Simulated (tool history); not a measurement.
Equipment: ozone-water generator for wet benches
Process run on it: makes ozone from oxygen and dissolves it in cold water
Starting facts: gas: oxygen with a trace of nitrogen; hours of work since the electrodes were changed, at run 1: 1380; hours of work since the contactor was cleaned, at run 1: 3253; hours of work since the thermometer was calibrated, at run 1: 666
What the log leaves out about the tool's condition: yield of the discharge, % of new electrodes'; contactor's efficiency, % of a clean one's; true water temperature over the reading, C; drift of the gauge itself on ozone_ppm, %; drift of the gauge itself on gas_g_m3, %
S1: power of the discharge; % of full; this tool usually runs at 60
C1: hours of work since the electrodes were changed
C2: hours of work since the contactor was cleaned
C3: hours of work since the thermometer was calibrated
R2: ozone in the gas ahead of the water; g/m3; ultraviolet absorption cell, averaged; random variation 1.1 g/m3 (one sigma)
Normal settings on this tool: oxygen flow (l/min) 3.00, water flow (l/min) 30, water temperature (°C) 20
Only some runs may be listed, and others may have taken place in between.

run 1 hour=0.0 | S1=60 oxygen_flow_(l/min)=3.00 water_flow_(l/min)=30 water_temperature_(°C)=20 | C1=1380 C2=3253 C3=666 | dissolved_ozone_(ppm)=10.2 R2=175.7
run 2 hour=29.7 | S1=60 oxygen_flow_(l/min)=3.00 water_flow_(l/min)=30 water_temperature_(°C)=20 | C1=1405 C2=3278 C3=691 | dissolved_ozone_(ppm)=10.2 R2=175.4
run 3 hour=54.1 | S1=60 oxygen_flow_(l/min)=3.00 water_flow_(l/min)=30 water_temperature_(°C)=20 | C1=1426 C2=3298 C3=712 | dissolved_ozone_(ppm)=10.0 R2=175.8
run 4 hour=98.0 | S1=60 oxygen_flow_(l/min)=3.00 water_flow_(l/min)=33 water_temperature_(°C)=20 | C1=1463 C2=3335 C3=749 | dissolved_ozone_(ppm)=9.1 R2=174.0
run 5 hour=152.0 | S1=60 oxygen_flow_(l/min)=3.00 water_flow_(l/min)=33 water_temperature_(°C)=20 | C1=1508 C2=3380 C3=794 | dissolved_ozone_(ppm)=9.3 R2=173.0
run 6 hour=190.7 | S1=60 oxygen_flow_(l/min)=3.00 water_flow_(l/min)=33 water_temperature_(°C)=20 | C1=1540 C2=3413 C3=826 | dissolved_ozone_(ppm)=9.2 R2=174.3
run 7 hour=233.6 | S1=60 oxygen_flow_(l/min)=5.37 water_flow_(l/min)=33 water_temperature_(°C)=20 | C1=1576 C2=3449 C3=862 | dissolved_ozone_(ppm)=9.5 R2=117.5
run 8 hour=259.5 | S1=60 oxygen_flow_(l/min)=3.31 water_flow_(l/min)=30 water_temperature_(°C)=20 | C1=1598 C2=3470 C3=884 | dissolved_ozone_(ppm)=10.2 R2=162.0
run 9 hour=302.0 | S1=60 oxygen_flow_(l/min)=3.31 water_flow_(l/min)=30 water_temperature_(°C)=20 | C1=1633 C2=3506 C3=920 | dissolved_ozone_(ppm)=10.2 R2=162.8
run 10 hour=355.4 | S1=60 oxygen_flow_(l/min)=3.31 water_flow_(l/min)=30 water_temperature_(°C)=20 | C1=1678 C2=3551 C3=964 | dissolved_ozone_(ppm)=10.1 R2=163.1
run 11 hour=402.9 | S1=60 oxygen_flow_(l/min)=3.00 water_flow_(l/min)=30 water_temperature_(°C)=20 | C1=1718 C2=3590 C3=1004 | dissolved_ozone_(ppm)=10.0 R2=172.5
run 12 hour=439.2 | S1=60 oxygen_flow_(l/min)=3.00 water_flow_(l/min)=30 water_temperature_(°C)=20 | C1=1748 C2=3621 C3=1034 | dissolved_ozone_(ppm)=9.9 R2=172.8
run 13 hour=475.1 | S1=60 oxygen_flow_(l/min)=2.32 water_flow_(l/min)=30 water_temperature_(°C)=20 | C1=1778 C2=3651 C3=1064 | dissolved_ozone_(ppm)=9.6 R2=203.0
run 14 hour=520.5 | S1=60 oxygen_flow_(l/min)=2.32 water_flow_(l/min)=30 water_temperature_(°C)=20 | C1=1817 C2=3689 C3=1103 | dissolved_ozone_(ppm)=9.8 R2=203.7
run 15 hour=546.7 | S1=60 oxygen_flow_(l/min)=2.32 water_flow_(l/min)=30 water_temperature_(°C)=20 | C1=1838 C2=3711 C3=1125 | dissolved_ozone_(ppm)=9.7 R2=201.8
run 16 hour=591.1 | S1=60 oxygen_flow_(l/min)=3.00 water_flow_(l/min)=30 water_temperature_(°C)=20 | C1=1876 C2=3748 C3=1162 | dissolved_ozone_(ppm)=9.8 R2=171.9
run 17 hour=636.5 | S1=60 oxygen_flow_(l/min)=3.00 water_flow_(l/min)=30 water_temperature_(°C)=20 | C1=1914 C2=3786 C3=1200 | dissolved_ozone_(ppm)=9.7 R2=172.5
run 18 hour=668.6 | S1=41 oxygen_flow_(l/min)=2.24 water_flow_(l/min)=44 water_temperature_(°C)=16 | C1=1941 C2=3813 C3=1227 | dissolved_ozone_(ppm)=5.5 R2=171.1
run 19 hour=725.3 | S1=41 oxygen_flow_(l/min)=2.24 water_flow_(l/min)=44 water_temperature_(°C)=16 | C1=1988 C2=3860 C3=1274 | dissolved_ozone_(ppm)=5.4 R2=171.8
run 20 hour=784.8 | S1=41 oxygen_flow_(l/min)=2.24 water_flow_(l/min)=44 water_temperature_(°C)=16 | C1=2038 C2=3910 C3=1324 | dissolved_ozone_(ppm)=5.7 R2=171.5
run 21 hour=835.3 | S1=61 oxygen_flow_(l/min)=2.15 water_flow_(l/min)=30 water_temperature_(°C)=12 | C1=2080 C2=3953 C3=1366 | dissolved_ozone_(ppm)=9.7 R2=212.4
run 22 hour=868.7 | S1=61 oxygen_flow_(l/min)=2.15 water_flow_(l/min)=30 water_temperature_(°C)=12 | C1=2108 C2=3981 C3=1394 | dissolved_ozone_(ppm)=9.8 R2=210.0
run 23 hour=898.9 | S1=49 oxygen_flow_(l/min)=2.15 water_flow_(l/min)=30 water_temperature_(°C)=17 | C1=2134 C2=4006 C3=1420 | dissolved_ozone_(ppm)=8.5 R2=189.5
run 24 hour=923.9 | S1=41 oxygen_flow_(l/min)=3.00 water_flow_(l/min)=41 water_temperature_(°C)=14 | C1=2154 C2=4027 C3=1440 | dissolved_ozone_(ppm)=6.4 R2=140.3
run 25 hour=952.9 | S1=60 oxygen_flow_(l/min)=1.89 water_flow_(l/min)=27 water_temperature_(°C)=15 | C1=2179 C2=4051 C3=1465 | dissolved_ozone_(ppm)=10.3 R2=230.0
run 26 hour=988.2 | S1=89 oxygen_flow_(l/min)=1.89 water_flow_(l/min)=20 water_temperature_(°C)=13 | C1=2208 C2=4081 C3=1494 | dissolved_ozone_(ppm)=16.7 R2=272.3
run 27 hour=1014.6 | S1=100 oxygen_flow_(l/min)=4.21 water_flow_(l/min)=28 water_temperature_(°C)=17 | C1=2230 C2=4103 C3=1516 | dissolved_ozone_(ppm)=13.6 R2=167.1
run 28 hour=1074.3 | S1=100 oxygen_flow_(l/min)=4.21 water_flow_(l/min)=28 water_temperature_(°C)=17 | C1=2280 C2=4153 C3=1567 | dissolved_ozone_(ppm)=13.4 R2=171.0
run 29 hour=1111.1 | S1=100 oxygen_flow_(l/min)=1.67 water_flow_(l/min)=28 water_temperature_(°C)=17 | C1=2311 C2=4184 C3=1597 | dissolved_ozone_(ppm)=12.1 R2=309.6
run 30 hour=1161.5 | S1=60 oxygen_flow_(l/min)=4.46 water_flow_(l/min)=30 water_temperature_(°C)=19 | C1=2353 C2=4226 C3=1640 | dissolved_ozone_(ppm)=9.5 R2=127.3
run 31 hour=1201.1 | S1=60 oxygen_flow_(l/min)=3.00 water_flow_(l/min)=42 water_temperature_(°C)=20 | C1=2387 C2=4259 C3=1673 | dissolved_ozone_(ppm)=6.9 R2=165.1

Forecast each of these 5 alternatives for the next run:
run A hour=1245.5 | S1=71 oxygen_flow_(l/min)=3.00 water_flow_(l/min)=30 water_temperature_(°C)=17 | C1=2424 C2=4296 C3=1710 | dissolved_ozone_(ppm)=? R2=?
run B hour=1245.5 | S1=60 oxygen_flow_(l/min)=4.21 water_flow_(l/min)=42 water_temperature_(°C)=20 | C1=2424 C2=4296 C3=1710 | dissolved_ozone_(ppm)=? R2=?
run C hour=1245.5 | S1=53 oxygen_flow_(l/min)=2.90 water_flow_(l/min)=30 water_temperature_(°C)=13 | C1=2424 C2=4296 C3=1710 | dissolved_ozone_(ppm)=? R2=?
run D hour=1245.5 | S1=60 oxygen_flow_(l/min)=3.81 water_flow_(l/min)=22 water_temperature_(°C)=20 | C1=2424 C2=4296 C3=1710 | dissolved_ozone_(ppm)=? R2=?
run E hour=1245.5 | S1=62 oxygen_flow_(l/min)=3.00 water_flow_(l/min)=30 water_temperature_(°C)=20 | C1=2424 C2=4296 C3=1710 | dissolved_ozone_(ppm)=? R2=?

run=A dissolved_ozone_(ppm)=10.6 R2=179.9
run=B dissolved_ozone_(ppm)=7.1 R2=132.1
run=C dissolved_ozone_(ppm)=9.5 R2=160.1
run=D dissolved_ozone_(ppm)=12.3 R2=142.6
run=E dissolved_ozone_(ppm)=9.8 R2=168.8
Take away the tool's hidden state, keep each run's random variation, and the runs would have read:
run=A dissolved_ozone_(ppm)=12.7 R2=205.5
run=B dissolved_ozone_(ppm)=8.5 R2=149.3
run=C dissolved_ozone_(ppm)=11.1 R2=179.6
run=D dissolved_ozone_(ppm)=14.5 R2=161.1
run=E dissolved_ozone_(ppm)=11.6 R2=191.3

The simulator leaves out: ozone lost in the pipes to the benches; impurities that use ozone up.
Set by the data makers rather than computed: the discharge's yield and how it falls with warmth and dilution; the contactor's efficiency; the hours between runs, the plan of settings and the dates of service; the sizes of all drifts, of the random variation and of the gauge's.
